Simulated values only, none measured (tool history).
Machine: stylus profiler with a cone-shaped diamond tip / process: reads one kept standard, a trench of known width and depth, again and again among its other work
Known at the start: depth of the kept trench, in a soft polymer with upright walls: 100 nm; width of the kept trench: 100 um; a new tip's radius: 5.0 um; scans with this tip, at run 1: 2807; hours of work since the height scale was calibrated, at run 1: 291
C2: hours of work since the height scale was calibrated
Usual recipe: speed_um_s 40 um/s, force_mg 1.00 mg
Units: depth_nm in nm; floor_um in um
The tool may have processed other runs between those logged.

{"run": 1, "day": 0.0, "speed_um_s": 40, "force_mg": 1.0, "scans with this tip": 2807, "C2": 291, "depth_nm": 100.49, "floor_um": 97.57}
{"run": 2, "day": 0.3, "speed_um_s": 40, "force_mg": 1.0, "scans with this tip": 2849, "C2": 295, "depth_nm": 100.42, "floor_um": 97.61}
{"run": 3, "day": 0.883, "speed_um_s": 40, "force_mg": 1.0, "scans with this tip": 2928, "C2": 303, "depth_nm": 100.36, "floor_um": 97.56}
{"run": 4, "day": 1.254, "speed_um_s": 17, "force_mg": 1.0, "scans with this tip": 2979, "C2": 309, "depth_nm": 100.46, "floor_um": 97.78}
{"run": 5, "day": 1.642, "speed_um_s": 22, "force_mg": 1.0, "scans with this tip": 3032, "C2": 314, "depth_nm": 100.37, "floor_um": 97.75}
{"run": 6, "day": 2.2, "speed_um_s": 40, "force_mg": 0.46, "scans with this tip": 3108, "C2": 322, "depth_nm": 100.33, "floor_um": 97.44}
{"run": 7, "day": 2.767, "speed_um_s": 40, "force_mg": 0.69, "scans with this tip": 3186, "C2": 330, "depth_nm": 100.41, "floor_um": 97.55}
{"run": 8, "day": 3.3, "speed_um_s": 40, "force_mg": 0.69, "scans with this tip": 3259, "C2": 338, "depth_nm": 100.33, "floor_um": 97.51}
{"run": 9, "day": 3.633, "speed_um_s": 40, "force_mg": 1.0, "scans with this tip": 3305, "C2": 342, "depth_nm": 100.44, "floor_um": 97.59}
{"run": 10, "day": 4.179, "speed_um_s": 34, "force_mg": 1.0, "scans with this tip": 3379, "C2": 350, "depth_nm": 100.44, "floor_um": 97.66}
{"run": 11, "day": 4.712, "speed_um_s": 32, "force_mg": 1.36, "scans with this tip": 3452, "C2": 358, "depth_nm": 100.46, "floor_um": 97.65}
{"run": 12, "day": 4.988, "speed_um_s": 11, "force_mg": 1.14, "scans with this tip": 3490, "C2": 362, "depth_nm": 100.31, "floor_um": 97.82}
{"run": 13, "day": 5.271, "speed_um_s": 62, "force_mg": 1.06, "scans with this tip": 3529, "C2": 366, "depth_nm": 100.48, "floor_um": 97.36}
{"day": 5.354, "done": "height scale calibrated on a step standard"}
{"run": 14, "day": 5.6, "speed_um_s": 109, "force_mg": 1.06, "scans with this tip": 3571, "C2": 4, "depth_nm": 100.44, "floor_um": 97.06}
{"run": 15, "day": 6.175, "speed_um_s": 76, "force_mg": 0.75, "scans with this tip": 3650, "C2": 12, "depth_nm": 100.49, "floor_um": 97.14}
{"run": 16, "day": 6.746, "speed_um_s": 33, "force_mg": 1.11, "scans with this tip": 3728, "C2": 20, "depth_nm": 100.5, "floor_um": 97.64}
{"run": 17, "day": 7.271, "speed_um_s": 136, "force_mg": 0.67, "scans with this tip": 3799, "C2": 27, "depth_nm": 100.3, "floor_um": 96.55}
{"day": 7.708, "done": "height scale calibrated on a step standard, once more"}
{"run": 18, "day": 7.925, "speed_um_s": 18, "force_mg": 0.69, "scans with this tip": 3886, "C2": 3, "depth_nm": 100.35, "floor_um": 97.72}

Entry by entry between the runs, the difference in hidden state between the last listed run before and the first listed run after:
After run 13, before run 14: height scale calibrated on a step standard (day 5.354)
  radius of the tip, um: 5.6 -> 5.61; height scale over the true one, %: 0.135 -> 0.194
  measured less the result without the state, depth_nm: +0.14 -> +0.19 nm; floor_um: -0.12 -> -0.12 um
After run 17, before run 18: height scale calibrated on a step standard, once more (day 7.708)
  radius of the tip, um: 5.64 -> 5.65; height scale over the true one, %: 0.202 -> 0.026
  measured less the result without the state, depth_nm: +0.20 -> +0.03 nm; floor_um: -0.12 -> -0.12 um
